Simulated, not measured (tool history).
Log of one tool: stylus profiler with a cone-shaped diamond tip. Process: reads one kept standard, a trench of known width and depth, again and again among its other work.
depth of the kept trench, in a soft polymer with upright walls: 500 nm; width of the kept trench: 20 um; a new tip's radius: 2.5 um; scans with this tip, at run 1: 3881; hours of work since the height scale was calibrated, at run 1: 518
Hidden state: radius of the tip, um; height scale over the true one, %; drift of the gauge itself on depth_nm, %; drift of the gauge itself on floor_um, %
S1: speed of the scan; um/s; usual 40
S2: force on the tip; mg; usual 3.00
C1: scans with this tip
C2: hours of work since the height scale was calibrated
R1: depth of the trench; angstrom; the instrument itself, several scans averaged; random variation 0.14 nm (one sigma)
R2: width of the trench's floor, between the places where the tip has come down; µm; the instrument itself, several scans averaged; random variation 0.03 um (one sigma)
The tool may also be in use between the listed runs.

Run 1, day 0.000: usual settings; C1 3881; C2 518. Result: R1 5073.2 angstrom, R2 16.00 µm.
Run 2, day 0.562: usual settings; C1 3952; C2 527. Result: R1 5074.1 angstrom, R2 16.06 µm.
Run 3, day 0.933: usual settings; C1 3998; C2 533. Result: R1 5073.8 angstrom, R2 16.04 µm.
Run 4, day 1.262: usual settings; C1 4039; C2 539. Result: R1 5075.2 angstrom, R2 16.07 µm.
Run 5, day 1.917: usual settings; C1 4121; C2 550. Result: R1 5073.8 angstrom, R2 16.00 µm.
Run 6, day 2.300: usual settings but S2 1.38 mg; C1 4169; C2 556. Result: R1 5040.1 angstrom, R2 16.00 µm.
Run 7, day 2.758: usual settings but S1 28 um/s; C1 4227; C2 564. Result: R1 5073.0 angstrom, R2 16.05 µm.
Run 8, day 3.062: usual settings but S1 28 um/s; C1 4265; C2 569. Result: R1 5075.5 angstrom, R2 16.07 µm.
At day 3.146: height scale calibrated on a step standard.
Run 9, day 3.625: usual settings but S1 28 um/s; C1 4333; C2 8. Result: R1 5067.1 angstrom, R2 16.07 µm.
Run 10, day 3.950: usual settings but S1 28 um/s; C1 4374; C2 13. Result: R1 5065.6 angstrom, R2 16.02 µm.
At day 4.296: height scale calibrated on a step standard, once more.
Run 11, day 4.396: usual settings but S1 112 um/s, S2 6.48 mg; C1 4427; C2 2. Result: R1 5138.5 angstrom, R2 15.83 µm.
Run 12, day 4.675: usual settings but S1 110 um/s, S2 6.92 mg; C1 4462; C2 6. Result: R1 5145.9 angstrom, R2 15.86 µm.
Run 13, day 4.946: usual settings but S1 110 um/s, S2 6.92 mg; C1 4496; C2 11. Result: R1 5146.8 angstrom, R2 15.82 µm.
Run 14, day 5.479: usual settings but S1 110 um/s, S2 6.92 mg; C1 4563; C2 20. Result: R1 5146.7 angstrom, R2 15.83 µm.
Run 15, day 6.071: usual settings but S1 151 um/s, S2 7.31 mg; C1 4637; C2 30. Result: R1 5150.7 angstrom, R2 15.68 µm.
Run 16, day 6.350: usual settings but S1 67 um/s, S2 8.42 mg; C1 4672; C2 34. Result: R1 5164.9 angstrom, R2 15.93 µm.

3 ways to go on from here, each from the tool as it stands after run 16. What would each give?
Run A, day 6.938: usual settings but S1 67 um/s, S2 2.22 mg; C1 4746; C2 44. Result: R1 ?, R2 ?.
Run B, day 6.938: usual settings but S1 78 um/s, S2 5.10 mg; C1 4746; C2 44. Result: R1 ?, R2 ?.
Run C, day 6.938: usual settings but S1 28 um/s, S2 7.34 mg; C1 4746; C2 44. Result: R1 ?, R2 ?.

run      R1     R2
  A  5066.8  15.74
  B  5115.6  15.78
  C  5151.6  16.00
Without the tool's hidden state the same runs would have given:
run      R1     R2
  A  5068.9  16.69
  B  5117.8  16.73
  C  5153.8  16.96
